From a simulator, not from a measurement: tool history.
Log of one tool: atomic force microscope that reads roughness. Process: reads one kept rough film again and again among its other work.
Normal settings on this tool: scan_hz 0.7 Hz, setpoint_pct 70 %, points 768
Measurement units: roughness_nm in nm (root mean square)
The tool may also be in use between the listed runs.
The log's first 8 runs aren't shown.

run,hour,scan_hz,setpoint_pct,points,pictures with this tip,hours of work since the height scale was calibrated,roughness_nm
# hour 363.4: new tip fitted
9,363.4,0.7,70,751,0,826,2.861
10,396.6,0.7,56,751,53,850,1.871
# hour 424.8: new tip fitted
11,446.1,0.7,84,768,34,884,2.073
# hour 489: new tip fitted
12,489.7,0.7,70,768,2,915,2.804
13,515.6,0.7,70,768,43,933,1.944
# hour 554.3: new tip fitted
14,564.1,0.7,70,832,15,967,2.452
15,609,0.7,70,832,87,999,1.522
# hour 620.7: new tip fitted
16,642.4,0.7,70,832,34,1023,2.098
# hour 684.1: new tip fitted
17,692.3,0.7,70,530,13,1058,2.491
18,737.9,0.7,70,530,86,1090,1.476
# hour 748.4: new tip fitted
19,765.1,0.7,70,530,26,1109,2.263
# hour 809.8: new tip fitted
20,823.2,0.7,70,530,21,1150,2.306
# hour 871.5: new tip fitted
21,877.1,0.875,75,523,9,1188,2.588
22,913.2,1.151,70,280,67,1213,1.691
# hour 935.2: new tip fitted
23,962.5,3.302,64,724,44,1248,1.827
# hour 997.4: new tip fitted
24,1011.4,3.302,64,724,22,1282,2.192
# hour 1059.1: new tip fitted
25,1064.7,1.668,74,888,9,1320,2.473
26,1107.3,0.92,71,768,77,1350,1.587

What will run 27 give?
# hour 1123.8: new tip fitted
27,1162.5,3.653,77,378,61,1389,?

roughness_nm: 1.328 nm (root mean square)
With the hidden condition absent and the run-to-run variation left alone, this run would have shown roughness_nm 2.243 nm (root mean square).
